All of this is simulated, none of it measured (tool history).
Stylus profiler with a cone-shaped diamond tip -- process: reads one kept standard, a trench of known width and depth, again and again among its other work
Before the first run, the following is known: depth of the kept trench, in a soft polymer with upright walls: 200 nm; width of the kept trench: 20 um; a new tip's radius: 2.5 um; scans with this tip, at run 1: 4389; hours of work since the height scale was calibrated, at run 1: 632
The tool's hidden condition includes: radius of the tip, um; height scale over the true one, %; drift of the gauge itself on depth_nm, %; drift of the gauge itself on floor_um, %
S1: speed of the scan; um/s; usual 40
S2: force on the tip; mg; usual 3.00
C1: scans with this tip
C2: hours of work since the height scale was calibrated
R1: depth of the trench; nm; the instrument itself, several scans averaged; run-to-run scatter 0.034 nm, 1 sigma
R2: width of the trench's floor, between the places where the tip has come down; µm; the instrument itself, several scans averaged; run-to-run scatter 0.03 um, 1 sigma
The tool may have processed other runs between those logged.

run 1 day=0.000 | S1=40 S2=3.00 | C1=4389 C2=632 | R1=203.64 R2=17.94
run 2 day=0.929 | S1=40 S2=3.00 | C1=4481 C2=645 | R1=203.67 R2=17.91
run 3 day=2.667 | S1=40 S2=3.00 | C1=4656 C2=670 | R1=203.75 R2=17.82
run 4 day=4.242 | S1=40 S2=3.00 | C1=4813 C2=693 | R1=203.68 R2=17.91
run 5 day=5.283 | S1=40 S2=3.00 | C1=4917 C2=708 | R1=203.69 R2=17.94
run 6 day=6.933 | S1=40 S2=3.00 | C1=5083 C2=732 | R1=203.63 R2=17.88
run 7 day=8.142 | S1=40 S2=3.00 | C1=5204 C2=749 | R1=203.71 R2=17.89
run 8 day=9.142 | S1=40 S2=3.00 | C1=5304 C2=763 | R1=203.67 R2=17.84
run 9 day=10.725 | S1=40 S2=3.00 | C1=5462 C2=786 | R1=203.65 R2=17.85
run 10 day=11.667 | S1=40 S2=3.00 | C1=5557 C2=800 | R1=203.71 R2=17.88
run 11 day=12.442 | S1=87 S2=3.00 | C1=5634 C2=811 | R1=203.71 R2=17.74
run 12 day=13.567 | S1=40 S2=3.00 | C1=5747 C2=827 | R1=203.70 R2=17.89
run 13 day=14.921 | S1=40 S2=3.00 | C1=5882 C2=847 | R1=203.68 R2=17.93
run 14 day=16.000 | S1=40 S2=3.00 | C1=5990 C2=862 | R1=203.70 R2=17.87
run 15 day=17.279 | S1=40 S2=3.00 | C1=6119 C2=881 | R1=203.65 R2=17.84
run 16 day=18.088 | S1=134 S2=4.05 | C1=6199 C2=892 | R1=204.50 R2=17.65
run 17 day=19.475 | S1=150 S2=7.27 | C1=6338 C2=912 | R1=206.66 R2=17.67
run 18 day=21.312 | S1=48 S2=3.02 | C1=6522 C2=939 | R1=203.67 R2=17.89
run 19 day=22.529 | S1=31 S2=4.84 | C1=6644 C2=956 | R1=205.08 R2=17.94
run 20 day=23.712 | S1=21 S2=3.27 | C1=6762 C2=973 | R1=203.95 R2=17.99
run 21 day=24.612 | S1=100 S2=3.00 | C1=6853 C2=986 | R1=203.70 R2=17.65
run 22 day=26.079 | S1=22 S2=5.19 | C1=7000 C2=1008 | R1=205.32 R2=17.95
run 23 day=27.733 | S1=22 S2=5.19 | C1=7165 C2=1031 | R1=205.35 R2=18.01
run 24 day=29.338 | S1=137 S2=5.19 | C1=7326 C2=1055 | R1=205.31 R2=17.67
run 25 day=31.058 | S1=36 S2=3.00 | C1=7498 C2=1079 | R1=203.66 R2=17.91
run 26 day=32.038 | S1=45 S2=3.54 | C1=7596 C2=1093 | R1=204.08 R2=17.90
run 27 day=33.358 | S1=40 S2=4.92 | C1=7728 C2=1112 | R1=205.08 R2=17.84
run 28 day=35.183 | S1=16 S2=5.19 | C1=7911 C2=1139 | R1=205.31 R2=18.01
run 29 day=36.400 | S1=31 S2=1.32 | C1=8033 C2=1156 | R1=202.11 R2=17.87

Each row is a separate what-if for the run after 29, all from the same tool condition, not one after another. Results?
run A day=37.683 | S1=67 S2=7.30 | C1=8161 C2=1175 | R1=? R2=?
run B day=37.683 | S1=31 S2=3.68 | C1=8161 C2=1175 | R1=? R2=?
run C day=37.683 | S1=39 S2=1.63 | C1=8161 C2=1175 | R1=? R2=?

run=A R1=206.67 R2=17.91
run=B R1=204.24 R2=17.94
run=C R1=202.37 R2=17.83
What these runs would have given with no unlogged condition in the tool:
run=A R1=206.67 R2=17.91
run=B R1=204.24 R2=17.95
run=C R1=202.37 R2=17.83
